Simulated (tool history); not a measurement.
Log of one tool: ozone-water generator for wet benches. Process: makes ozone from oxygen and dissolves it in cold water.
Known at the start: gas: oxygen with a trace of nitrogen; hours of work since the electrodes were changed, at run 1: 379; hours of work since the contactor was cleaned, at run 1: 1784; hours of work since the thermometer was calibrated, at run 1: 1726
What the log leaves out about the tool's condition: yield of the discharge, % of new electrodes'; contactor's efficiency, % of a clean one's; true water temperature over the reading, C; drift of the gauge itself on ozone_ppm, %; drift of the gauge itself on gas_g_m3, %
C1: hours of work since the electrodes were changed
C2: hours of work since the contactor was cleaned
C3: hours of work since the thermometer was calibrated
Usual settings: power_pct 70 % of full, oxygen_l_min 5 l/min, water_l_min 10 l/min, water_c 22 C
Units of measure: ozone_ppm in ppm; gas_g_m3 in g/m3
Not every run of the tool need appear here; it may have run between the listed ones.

{"run": 1, "hour": 0.0, "power_pct": 70, "oxygen_l_min": 5, "water_l_min": 10, "water_c": 22, "C1": 379, "C2": 1784, "C3": 1726, "ozone_ppm": 28, "gas_g_m3": 196.8}
{"run": 2, "hour": 46.7, "power_pct": 70, "oxygen_l_min": 5, "water_l_min": 10, "water_c": 22, "C1": 423, "C2": 1828, "C3": 1771, "ozone_ppm": 27.8, "gas_g_m3": 196.5}
{"run": 3, "hour": 83.7, "power_pct": 70, "oxygen_l_min": 6.49, "water_l_min": 10, "water_c": 22, "C1": 459, "C2": 1863, "C3": 1806, "ozone_ppm": 27.5, "gas_g_m3": 180.2}
{"run": 4, "hour": 133.7, "power_pct": 70, "oxygen_l_min": 5, "water_l_min": 10, "water_c": 22, "C1": 506, "C2": 1911, "C3": 1853, "ozone_ppm": 28.1, "gas_g_m3": 195.2}
{"run": 5, "hour": 169.3, "power_pct": 70, "oxygen_l_min": 5, "water_l_min": 10, "water_c": 22, "C1": 540, "C2": 1945, "C3": 1887, "ozone_ppm": 27.9, "gas_g_m3": 195.5}
{"run": 6, "hour": 200.7, "power_pct": 70, "oxygen_l_min": 5, "water_l_min": 10, "water_c": 22, "C1": 570, "C2": 1975, "C3": 1917, "ozone_ppm": 28.2, "gas_g_m3": 198.9}
{"run": 7, "hour": 239.4, "power_pct": 70, "oxygen_l_min": 5, "water_l_min": 10, "water_c": 22, "C1": 607, "C2": 2012, "C3": 1954, "ozone_ppm": 27.8, "gas_g_m3": 194.7}
{"run": 8, "hour": 291.4, "power_pct": 70, "oxygen_l_min": 5, "water_l_min": 10, "water_c": 19, "C1": 657, "C2": 2061, "C3": 2004, "ozone_ppm": 29.5, "gas_g_m3": 197.9}
{"run": 9, "hour": 340.6, "power_pct": 70, "oxygen_l_min": 5, "water_l_min": 10, "water_c": 28, "C1": 703, "C2": 2108, "C3": 2051, "ozone_ppm": 24.6, "gas_g_m3": 194.3}
{"run": 10, "hour": 372.4, "power_pct": 63, "oxygen_l_min": 5, "water_l_min": 10, "water_c": 22, "C1": 734, "C2": 2138, "C3": 2081, "ozone_ppm": 26.3, "gas_g_m3": 185.1}
{"run": 11, "hour": 403.6, "power_pct": 63, "oxygen_l_min": 5, "water_l_min": 10, "water_c": 22, "C1": 763, "C2": 2168, "C3": 2111, "ozone_ppm": 26.9, "gas_g_m3": 186.1}
{"run": 12, "hour": 430.1, "power_pct": 63, "oxygen_l_min": 3.46, "water_l_min": 10, "water_c": 22, "C1": 789, "C2": 2193, "C3": 2136, "ozone_ppm": 25.9, "gas_g_m3": 211.7}
{"run": 13, "hour": 481.5, "power_pct": 70, "oxygen_l_min": 5, "water_l_min": 10, "water_c": 22, "C1": 838, "C2": 2242, "C3": 2185, "ozone_ppm": 27.9, "gas_g_m3": 197.7}
{"run": 14, "hour": 536.6, "power_pct": 70, "oxygen_l_min": 5, "water_l_min": 10, "water_c": 22, "C1": 890, "C2": 2295, "C3": 2237, "ozone_ppm": 28.2, "gas_g_m3": 195.8}
{"run": 15, "hour": 578.8, "power_pct": 70, "oxygen_l_min": 5, "water_l_min": 10, "water_c": 22, "C1": 930, "C2": 2335, "C3": 2277, "ozone_ppm": 27.7, "gas_g_m3": 196.8}
{"run": 16, "hour": 631.3, "power_pct": 70, "oxygen_l_min": 5, "water_l_min": 10, "water_c": 15, "C1": 980, "C2": 2385, "C3": 2327, "ozone_ppm": 32, "gas_g_m3": 195.3}
{"run": 17, "hour": 660.2, "power_pct": 70, "oxygen_l_min": 5, "water_l_min": 10, "water_c": 15, "C1": 1008, "C2": 2412, "C3": 2355, "ozone_ppm": 32.3, "gas_g_m3": 194.5}
{"run": 18, "hour": 683.1, "power_pct": 80, "oxygen_l_min": 4.22, "water_l_min": 10, "water_c": 22, "C1": 1029, "C2": 2434, "C3": 2377, "ozone_ppm": 29.4, "gas_g_m3": 223.5}
{"run": 19, "hour": 712.5, "power_pct": 80, "oxygen_l_min": 4.22, "water_l_min": 10, "water_c": 22, "C1": 1057, "C2": 2462, "C3": 2405, "ozone_ppm": 29.9, "gas_g_m3": 223.1}
{"run": 20, "hour": 742.0, "power_pct": 52, "oxygen_l_min": 5, "water_l_min": 8, "water_c": 22, "C1": 1086, "C2": 2490, "C3": 2433, "ozone_ppm": 26.4, "gas_g_m3": 169.6}
{"run": 21, "hour": 793.7, "power_pct": 70, "oxygen_l_min": 5, "water_l_min": 10, "water_c": 22, "C1": 1135, "C2": 2540, "C3": 2482, "ozone_ppm": 28, "gas_g_m3": 196.6}
{"run": 22, "hour": 839.4, "power_pct": 70, "oxygen_l_min": 4.47, "water_l_min": 10, "water_c": 22, "C1": 1178, "C2": 2583, "C3": 2525, "ozone_ppm": 27.6, "gas_g_m3": 204.3}
{"run": 23, "hour": 884.0, "power_pct": 70, "oxygen_l_min": 4.47, "water_l_min": 10, "water_c": 22, "C1": 1221, "C2": 2626, "C3": 2568, "ozone_ppm": 27.9, "gas_g_m3": 205}
{"hour": 892.6, "done": "contactor cleaned"}
{"run": 24, "hour": 929.1, "power_pct": 70, "oxygen_l_min": 8.32, "water_l_min": 6, "water_c": 22, "C1": 1260, "C2": 35, "C3": 2607, "ozone_ppm": 32.3, "gas_g_m3": 165.5}
{"run": 25, "hour": 958.3, "power_pct": 43, "oxygen_l_min": 2.61, "water_l_min": 10, "water_c": 20, "C1": 1288, "C2": 63, "C3": 2635, "ozone_ppm": 21.3, "gas_g_m3": 189.9}
{"run": 26, "hour": 998.7, "power_pct": 43, "oxygen_l_min": 2.61, "water_l_min": 10, "water_c": 20, "C1": 1326, "C2": 101, "C3": 2673, "ozone_ppm": 21.2, "gas_g_m3": 192.1}
{"run": 27, "hour": 1038.2, "power_pct": 70, "oxygen_l_min": 5, "water_l_min": 10, "water_c": 18, "C1": 1364, "C2": 139, "C3": 2711, "ozone_ppm": 30.2, "gas_g_m3": 195.9}
{"run": 28, "hour": 1092.3, "power_pct": 57, "oxygen_l_min": 5, "water_l_min": 10, "water_c": 19, "C1": 1415, "C2": 190, "C3": 2763, "ozone_ppm": 26.9, "gas_g_m3": 176.5}
{"run": 29, "hour": 1118.0, "power_pct": 40, "oxygen_l_min": 5, "water_l_min": 9, "water_c": 22, "C1": 1440, "C2": 215, "C3": 2787, "ozone_ppm": 22.5, "gas_g_m3": 147.8}
{"run": 30, "hour": 1171.4, "power_pct": 70, "oxygen_l_min": 3.15, "water_l_min": 9, "water_c": 17, "C1": 1491, "C2": 265, "C3": 2838, "ozone_ppm": 31.2, "gas_g_m3": 228}
{"run": 31, "hour": 1205.4, "power_pct": 70, "oxygen_l_min": 3.15, "water_l_min": 9, "water_c": 17, "C1": 1523, "C2": 298, "C3": 2870, "ozone_ppm": 31.1, "gas_g_m3": 228.7}
{"run": 32, "hour": 1259.6, "power_pct": 70, "oxygen_l_min": 5, "water_l_min": 7, "water_c": 19, "C1": 1575, "C2": 350, "C3": 2922, "ozone_ppm": 34.8, "gas_g_m3": 197.8}

Take each entry between the runs: how does the hidden state at the last listed run before it differ from the hidden state at the first listed run after it?
Logged between run 23 and run 24: contactor cleaned (hour 892.6)
  contactor's efficiency, % of a clean one's: 99.9 -> 100
